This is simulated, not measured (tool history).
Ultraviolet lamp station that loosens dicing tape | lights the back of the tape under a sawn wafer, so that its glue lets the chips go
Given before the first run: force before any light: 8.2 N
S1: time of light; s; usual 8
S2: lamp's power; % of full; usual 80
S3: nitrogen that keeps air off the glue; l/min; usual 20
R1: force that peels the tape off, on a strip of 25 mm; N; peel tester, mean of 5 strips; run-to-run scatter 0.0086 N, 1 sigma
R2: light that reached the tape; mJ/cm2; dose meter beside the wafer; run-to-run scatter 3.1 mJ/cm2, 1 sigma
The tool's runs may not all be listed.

| run | hour | S1 | S2 | S3 | R1 | R2 |
|---|---|---|---|---|---|---|
| 1 | 0 | 8 | 80 | 20 | 0.542 | 394 |
| 2 | 23.6 | 8 | 80 | 20 | 0.58 | 384 |
|  | 25.5 | window cleaned of glue's vapour |
| 3 | 37.5 | 8 | 86 | 20 | 0.321 | 486 |
| 4 | 50 | 8 | 86 | 19 | 0.346 | 483 |
| 5 | 61.6 | 8 | 86 | 19 | 0.343 | 479 |
| 6 | 82.6 | 8 | 93 | 20 | 0.277 | 518 |
| 7 | 94.4 | 8 | 80 | 20 | 0.43 | 439 |
| 8 | 118.6 | 8 | 80 | 20 | 0.427 | 435 |
| 9 | 130.5 | 8 | 80 | 20 | 0.447 | 429 |
| 10 | 141.4 | 8 | 80 | 20 | 0.45 | 435 |
| 11 | 151.7 | 14 | 80 | 20 | 0.125 | 749 |
| 12 | 164.5 | 8 | 80 | 20 | 0.461 | 420 |
| 13 | 184.5 | 8 | 80 | 20 | 0.477 | 419 |
| 14 | 209.7 | 10 | 80 | 20 | 0.276 | 519 |
| 15 | 234.9 | 8 | 71 | 20 | 0.662 | 359 |
| 16 | 252.7 | 8 | 71 | 20 | 0.676 | 360 |
| 17 | 273.1 | 8 | 71 | 20 | 0.701 | 355 |
| 18 | 292.7 | 8 | 71 | 20 | 0.741 | 349 |
| 19 | 306.1 | 5 | 71 | 20 | 1.762 | 216 |
| 20 | 323.3 | 8 | 80 | 7 | 1.049 | 393 |
| 21 | 341.4 | 8 | 80 | 20 | 0.6 | 389 |
| 22 | 360.8 | 6 | 80 | 12 | 1.402 | 287 |
| 23 | 376.8 | 6 | 80 | 12 | 1.427 | 285 |
| 24 | 389 | 6 | 80 | 12 | 1.473 | 282 |
| 25 | 403.3 | 6 | 80 | 12 | 1.464 | 279 |
|  | 409.4 | window cleaned of glue's vapour |
| 26 | 418.5 | 14 | 87 | 6 | 0.201 | 828 |
| 27 | 443.3 | 15 | 87 | 6 | 0.17 | 872 |
| 28 | 454.9 | 15 | 87 | 6 | 0.187 | 866 |
| 29 | 477.9 | 5 | 77 | 32 | 1.146 | 248 |
| 30 | 493 | 9 | 68 | 10 | 0.837 | 395 |
| 31 | 515.8 | 4 | 80 | 16 | 2.05 | 205 |
| 32 | 531.1 | 5 | 65 | 18 | 1.938 | 206 |
| 33 | 541.7 | 10 | 84 | 27 | 0.234 | 540 |
| 34 | 564.4 | 4 | 85 | 27 | 1.646 | 217 |
| 35 | 586.2 | 8 | 78 | 16 | 0.626 | 386 |
| 36 | 599.6 | 8 | 78 | 16 | 0.682 | 382 |
| 37 | 613.4 | 8 | 78 | 16 | 0.702 | 381 |
| 38 | 632.3 | 6 | 69 | 14 | 1.677 | 255 |
| 39 | 646.3 | 8 | 85 | 33 | 0.405 | 407 |
| 40 | 662.1 | 8 | 85 | 33 | 0.393 | 408 |
| 41 | 683.4 | 8 | 91 | 15 | 0.559 | 431 |
| 42 | 706.5 | 10 | 91 | 15 | 0.304 | 533 |

Pick out some run-to-run changes in R1. Of each, how much would a tool without hidden state show as well, from the settings, what came in and chance, and how much is left for the hidden state and any gauge scatter not in both results compared?
The tool's hidden condition here consists of: lamp's light, % of a new lamp's; light that the window lets through, % of a clean one's; drift of the gauge itself on peel_n, %; drift of the gauge itself on dose_mj_cm2, %.
Run 25 -> 26: S1 6 -> 14, S2 80 -> 87, S3 12 -> 6, window cleaned of glue's vapour. R1 -1.263 N: hidden state -0.496, all else -0.767.
Run 32 -> 33: S1 5 -> 10, S2 65 -> 84, S3 18 -> 27. R1 -1.704 N: hidden state -0.331, all else -1.373.
Run 33 -> 34: S1 10 -> 4, S2 84 -> 85. R1 +1.412 N: hidden state +0.343, all else +1.069.
Run 38 -> 39: S1 6 -> 8, S2 69 -> 85, S3 14 -> 33. R1 -1.272 N: hidden state -0.333, all else -0.939.
